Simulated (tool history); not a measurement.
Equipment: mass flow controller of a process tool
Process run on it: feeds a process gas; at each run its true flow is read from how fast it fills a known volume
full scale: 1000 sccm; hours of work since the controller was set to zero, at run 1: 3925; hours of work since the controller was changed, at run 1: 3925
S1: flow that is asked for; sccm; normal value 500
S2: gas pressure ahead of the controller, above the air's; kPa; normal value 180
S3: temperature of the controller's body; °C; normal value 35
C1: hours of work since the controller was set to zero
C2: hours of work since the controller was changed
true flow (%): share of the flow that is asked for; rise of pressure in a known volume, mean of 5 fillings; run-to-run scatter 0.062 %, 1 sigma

{"run": 1, "hour": 0.0, "S1": 500, "S2": 180, "S3": 35, "C1": 3925, "C2": 3925, "true flow (%)": 100.06}
{"run": 2, "hour": 94.0, "S1": 500, "S2": 180, "S3": 35, "C1": 3958, "C2": 3958, "true flow (%)": 100.15}
{"run": 3, "hour": 180.3, "S1": 500, "S2": 180, "S3": 35, "C1": 3989, "C2": 3989, "true flow (%)": 100.17}
{"run": 4, "hour": 270.4, "S1": 500, "S2": 180, "S3": 35, "C1": 4020, "C2": 4020, "true flow (%)": 100.09}
{"run": 5, "hour": 319.9, "S1": 500, "S2": 180, "S3": 35, "C1": 4038, "C2": 4038, "true flow (%)": 100.03}
{"run": 6, "hour": 378.1, "S1": 500, "S2": 180, "S3": 35, "C1": 4058, "C2": 4058, "true flow (%)": 100.11}
{"run": 7, "hour": 483.0, "S1": 500, "S2": 143, "S3": 35, "C1": 4095, "C2": 4095, "true flow (%)": 100.06}
{"run": 8, "hour": 552.0, "S1": 500, "S2": 143, "S3": 35, "C1": 4120, "C2": 4120, "true flow (%)": 100.13}
{"run": 9, "hour": 601.2, "S1": 500, "S2": 180, "S3": 40, "C1": 4137, "C2": 4137, "true flow (%)": 100.44}
{"run": 10, "hour": 700.6, "S1": 500, "S2": 180, "S3": 40, "C1": 4172, "C2": 4172, "true flow (%)": 100.34}
{"run": 11, "hour": 751.7, "S1": 184, "S2": 180, "S3": 35, "C1": 4190, "C2": 4190, "true flow (%)": 96.2}
{"run": 12, "hour": 846.3, "S1": 500, "S2": 180, "S3": 35, "C1": 4224, "C2": 4224, "true flow (%)": 100.12}
{"run": 13, "hour": 941.5, "S1": 521, "S2": 180, "S3": 29, "C1": 4257, "C2": 4257, "true flow (%)": 99.93}
{"run": 14, "hour": 1011.6, "S1": 521, "S2": 180, "S3": 29, "C1": 4282, "C2": 4282, "true flow (%)": 99.88}
{"run": 15, "hour": 1060.9, "S1": 500, "S2": 193, "S3": 24, "C1": 4299, "C2": 4299, "true flow (%)": 99.64}
{"run": 16, "hour": 1104.3, "S1": 500, "S2": 193, "S3": 24, "C1": 4315, "C2": 4315, "true flow (%)": 99.62}
{"run": 17, "hour": 1165.7, "S1": 500, "S2": 193, "S3": 24, "C1": 4336, "C2": 4336, "true flow (%)": 99.67}
{"run": 18, "hour": 1249.9, "S1": 630, "S2": 193, "S3": 27, "C1": 4366, "C2": 4366, "true flow (%)": 100.36}
{"run": 19, "hour": 1346.2, "S1": 500, "S2": 189, "S3": 25, "C1": 4400, "C2": 4400, "true flow (%)": 99.57}
{"run": 20, "hour": 1410.8, "S1": 521, "S2": 171, "S3": 25, "C1": 4423, "C2": 4423, "true flow (%)": 99.67}
{"run": 21, "hour": 1482.5, "S1": 358, "S2": 244, "S3": 25, "C1": 4448, "C2": 4448, "true flow (%)": 98.7}
{"run": 22, "hour": 1577.7, "S1": 284, "S2": 171, "S3": 25, "C1": 4482, "C2": 4482, "true flow (%)": 97.72}
{"run": 23, "hour": 1643.5, "S1": 637, "S2": 146, "S3": 36, "C1": 4505, "C2": 4505, "true flow (%)": 100.96}

3 options for the next run, each taken on its own from the tool as it stands now. Forecast them:
{"run": "A", "hour": 1744.4, "S1": 500, "S2": 238, "S3": 35, "C1": 4541, "C2": 4541, "true flow (%)": "?"}
{"run": "B", "hour": 1744.4, "S1": 500, "S2": 180, "S3": 39, "C1": 4541, "C2": 4541, "true flow (%)": "?"}
{"run": "C", "hour": 1744.4, "S1": 500, "S2": 272, "S3": 26, "C1": 4541, "C2": 4541, "true flow (%)": "?"}

run=A true_flow_(%)=100.41
run=B true_flow_(%)=100.45
run=C true_flow_(%)=99.88
Without the tool's hidden state the same runs would have given:
run=A true_flow_(%)=99.65
run=B true_flow_(%)=99.7
run=C true_flow_(%)=99.13
